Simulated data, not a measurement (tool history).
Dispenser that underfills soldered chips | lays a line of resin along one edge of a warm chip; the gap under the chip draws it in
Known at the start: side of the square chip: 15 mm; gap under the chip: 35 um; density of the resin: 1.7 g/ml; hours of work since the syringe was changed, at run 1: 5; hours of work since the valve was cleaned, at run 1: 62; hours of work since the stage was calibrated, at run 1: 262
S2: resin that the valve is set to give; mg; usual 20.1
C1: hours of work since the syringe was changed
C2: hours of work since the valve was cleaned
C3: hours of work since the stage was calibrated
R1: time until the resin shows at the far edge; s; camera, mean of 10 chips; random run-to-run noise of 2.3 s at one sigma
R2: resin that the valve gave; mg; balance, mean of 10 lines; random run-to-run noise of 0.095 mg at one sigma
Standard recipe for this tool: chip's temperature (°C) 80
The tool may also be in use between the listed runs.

{"run": 1, "day": 0.0, "chip's temperature (°C)": 80, "S2": 20.1, "C1": 5, "C2": 62, "C3": 262, "R1": 291.1, "R2": 19.24}
{"day": 0.046, "done": "new syringe of resin"}
{"day": 0.362, "done": "new syringe of resin"}
{"run": 2, "day": 0.379, "chip's temperature (°C)": 80, "S2": 20.1, "C1": 0, "C2": 68, "C3": 269, "R1": 225.1, "R2": 18.9}
{"day": 0.688, "done": "new syringe of resin"}
{"run": 3, "day": 0.742, "chip's temperature (°C)": 80, "S2": 20.1, "C1": 1, "C2": 75, "C3": 276, "R1": 234.4, "R2": 19.08}
{"day": 1.021, "done": "new syringe of resin"}
{"run": 4, "day": 1.208, "chip's temperature (°C)": 80, "S2": 20.1, "C1": 4, "C2": 84, "C3": 284, "R1": 270.0, "R2": 18.88}
{"day": 1.371, "done": "new syringe of resin"}
{"day": 1.708, "done": "new syringe of resin"}
{"run": 5, "day": 1.775, "chip's temperature (°C)": 80, "S2": 20.1, "C1": 1, "C2": 94, "C3": 295, "R1": 235.0, "R2": 18.52}
{"day": 2.054, "done": "new syringe of resin"}
{"run": 6, "day": 2.183, "chip's temperature (°C)": 80, "S2": 20.1, "C1": 2, "C2": 102, "C3": 302, "R1": 250.7, "R2": 18.88}
{"day": 2.371, "done": "new syringe of resin"}
{"run": 7, "day": 2.429, "chip's temperature (°C)": 80, "S2": 18.6, "C1": 1, "C2": 106, "C3": 307, "R1": 236.9, "R2": 17.22}
{"day": 2.692, "done": "new syringe of resin"}
{"run": 8, "day": 2.692, "chip's temperature (°C)": 80, "S2": 20.1, "C1": 0, "C2": 111, "C3": 312, "R1": 221.3, "R2": 18.69}
{"day": 3.033, "done": "new syringe of resin"}
{"run": 9, "day": 3.196, "chip's temperature (°C)": 80, "S2": 20.1, "C1": 3, "C2": 120, "C3": 321, "R1": 257.3, "R2": 18.36}
{"day": 3.362, "done": "new syringe of resin"}
{"run": 10, "day": 3.488, "chip's temperature (°C)": 70, "S2": 20.1, "C1": 2, "C2": 126, "C3": 327, "R1": 333.4, "R2": 18.39}
{"day": 3.667, "done": "dispensing valve cleaned and set on the balance"}
{"day": 3.762, "done": "new syringe of resin"}
{"day": 4.121, "done": "new syringe of resin"}
{"run": 11, "day": 4.121, "chip's temperature (°C)": 70, "S2": 20.1, "C1": 0, "C2": 8, "C3": 337, "R1": 289.4, "R2": 20.06}
{"day": 4.458, "done": "new syringe of resin"}
{"run": 12, "day": 4.5, "chip's temperature (°C)": 70, "S2": 20.1, "C1": 1, "C2": 15, "C3": 344, "R1": 304.4, "R2": 20.0}
{"day": 4.788, "done": "new syringe of resin"}
{"run": 13, "day": 5.0, "chip's temperature (°C)": 89, "S2": 20.1, "C1": 4, "C2": 25, "C3": 354, "R1": 211.6, "R2": 19.63}
{"day": 5.112, "done": "new syringe of resin"}
{"run": 14, "day": 5.296, "chip's temperature (°C)": 89, "S2": 20.1, "C1": 4, "C2": 30, "C3": 359, "R1": 205.9, "R2": 19.62}
{"day": 5.471, "done": "new syringe of resin"}
{"day": 5.796, "done": "new syringe of resin"}
{"run": 15, "day": 5.796, "chip's temperature (°C)": 89, "S2": 20.1, "C1": 0, "C2": 39, "C3": 368, "R1": 171.7, "R2": 19.66}
{"run": 16, "day": 6.067, "chip's temperature (°C)": 80, "S2": 20.5, "C1": 5, "C2": 44, "C3": 374, "R1": 290.5, "R2": 20.09}
{"day": 6.117, "done": "new syringe of resin"}
{"day": 6.433, "done": "new syringe of resin"}
{"run": 17, "day": 6.621, "chip's temperature (°C)": 80, "S2": 20.5, "C1": 4, "C2": 55, "C3": 384, "R1": 271.1, "R2": 19.61}
{"day": 6.762, "done": "new syringe of resin"}
{"run": 18, "day": 6.879, "chip's temperature (°C)": 80, "S2": 20.5, "C1": 2, "C2": 59, "C3": 388, "R1": 249.1, "R2": 19.66}
{"day": 7.104, "done": "new syringe of resin"}
{"run": 19, "day": 7.162, "chip's temperature (°C)": 68, "S2": 25.9, "C1": 1, "C2": 64, "C3": 394, "R1": 323.8, "R2": 24.68}
{"day": 7.429, "done": "new syringe of resin"}
{"run": 20, "day": 7.496, "chip's temperature (°C)": 68, "S2": 25.9, "C1": 1, "C2": 71, "C3": 400, "R1": 324.3, "R2": 24.54}
{"day": 7.762, "done": "new syringe of resin"}
{"run": 21, "day": 7.762, "chip's temperature (°C)": 68, "S2": 25.9, "C1": 0, "C2": 75, "C3": 405, "R1": 304.3, "R2": 24.71}
{"day": 8.092, "done": "new syringe of resin"}
{"run": 22, "day": 8.242, "chip's temperature (°C)": 73, "S2": 24.8, "C1": 3, "C2": 84, "C3": 414, "R1": 302.6, "R2": 23.38}
{"day": 8.425, "done": "new syringe of resin"}
{"run": 23, "day": 8.675, "chip's temperature (°C)": 79, "S2": 22.8, "C1": 5, "C2": 93, "C3": 422, "R1": 293.1, "R2": 21.22}
{"day": 8.746, "done": "new syringe of resin"}
{"day": 9.075, "done": "new syringe of resin"}
{"run": 24, "day": 9.117, "chip's temperature (°C)": 73, "S2": 20.9, "C1": 1, "C2": 101, "C3": 430, "R1": 275.2, "R2": 19.38}
{"day": 9.412, "done": "new syringe of resin"}
{"run": 25, "day": 9.588, "chip's temperature (°C)": 71, "S2": 18.7, "C1": 3, "C2": 109, "C3": 438, "R1": 348.5, "R2": 17.3}
{"day": 9.733, "done": "new syringe of resin"}
{"run": 26, "day": 9.867, "chip's temperature (°C)": 85, "S2": 21.0, "C1": 3, "C2": 114, "C3": 444, "R1": 217.5, "R2": 19.26}
{"day": 10.062, "done": "new syringe of resin"}
{"run": 27, "day": 10.254, "chip's temperature (°C)": 95, "S2": 20.1, "C1": 4, "C2": 122, "C3": 451, "R1": 181.2, "R2": 18.59}
{"day": 10.383, "done": "new syringe of resin"}
{"day": 10.65, "done": "dispensing valve cleaned and set on the balance"}
{"day": 10.783, "done": "new syringe of resin"}
{"run": 28, "day": 10.817, "chip's temperature (°C)": 95, "S2": 20.1, "C1": 1, "C2": 3, "C3": 460, "R1": 148.2, "R2": 19.93}
{"day": 11.129, "done": "new syringe of resin"}
{"run": 29, "day": 11.225, "chip's temperature (°C)": 80, "S2": 24.8, "C1": 2, "C2": 11, "C3": 468, "R1": 232.7, "R2": 24.67}
{"day": 11.454, "done": "new syringe of resin"}
{"day": 11.804, "done": "new syringe of resin"}
{"run": 30, "day": 11.825, "chip's temperature (°C)": 79, "S2": 19.9, "C1": 0, "C2": 22, "C3": 479, "R1": 231.8, "R2": 19.59}
{"day": 12.154, "done": "new syringe of resin"}
{"run": 31, "day": 12.167, "chip's temperature (°C)": 66, "S2": 24.8, "C1": 0, "C2": 28, "C3": 485, "R1": 323.8, "R2": 24.32}
{"day": 12.483, "done": "new syringe of resin"}
{"run": 32, "day": 12.704, "chip's temperature (°C)": 94, "S2": 17.7, "C1": 4, "C2": 38, "C3": 495, "R1": 194.5, "R2": 17.26}
{"day": 12.825, "done": "new syringe of resin"}
{"day": 13.158, "done": "new syringe of resin"}
{"run": 33, "day": 13.208, "chip's temperature (°C)": 87, "S2": 25.2, "C1": 1, "C2": 47, "C3": 505, "R1": 187.3, "R2": 24.18}
{"day": 13.479, "done": "new syringe of resin"}
{"run": 34, "day": 13.629, "chip's temperature (°C)": 70, "S2": 24.5, "C1": 3, "C2": 55, "C3": 512, "R1": 319.9, "R2": 23.5}

Measured less the same run without the tool's hidden state. The same run-to-run variation is in both; the gauge's scatter may not be:
The hidden state here: resin's viscosity, % of fresh resin's; dose that the valve gives, % of what is set; true chip temperature over the reading, C; drift of the gauge itself on fill_s, %; drift of the gauge itself on given_mg, %.
run=1 R1=+68.3 R2=-0.85
run=2 R1=+2.2 R2=-0.93
run=3 R1=+9.0 R2=-1.05
run=4 R1=+46.2 R2=-1.18
run=5 R1=+10.5 R2=-1.30
run=6 R1=+29.1 R2=-1.43
run=7 R1=+10.6 R2=-1.38
run=8 R1=-5.9 R2=-1.55
run=9 R1=+33.6 R2=-1.66
run=10 R1=+32.2 R2=-1.76
run=11 R1=-13.9 R2=-0.15
run=12 R1=+0.0 R2=-0.24
run=13 R1=+37.2 R2=-0.37
run=14 R1=+33.6 R2=-0.43
run=15 R1=-5.1 R2=-0.57
run=16 R1=+67.5 R2=-0.66
run=17 R1=+42.3 R2=-0.80
run=18 R1=+23.2 R2=-0.87
run=19 R1=+7.6 R2=-1.19
run=20 R1=+9.1 R2=-1.29
run=21 R1=-10.9 R2=-1.39
run=22 R1=+33.9 R2=-1.49
run=23 R1=+64.5 R2=-1.50
run=24 R1=+1.8 R2=-1.49
run=25 R1=+52.6 R2=-1.45
run=26 R1=+24.4 R2=-1.71
run=27 R1=+30.6 R2=-1.74
run=28 R1=-0.3 R2=-0.07
run=29 R1=+12.1 R2=-0.22
run=30 R1=-3.8 R2=-0.33
run=31 R1=-9.9 R2=-0.53
run=32 R1=+36.3 R2=-0.51
run=33 R1=+4.3 R2=-0.90
run=34 R1=+27.3 R2=-0.98
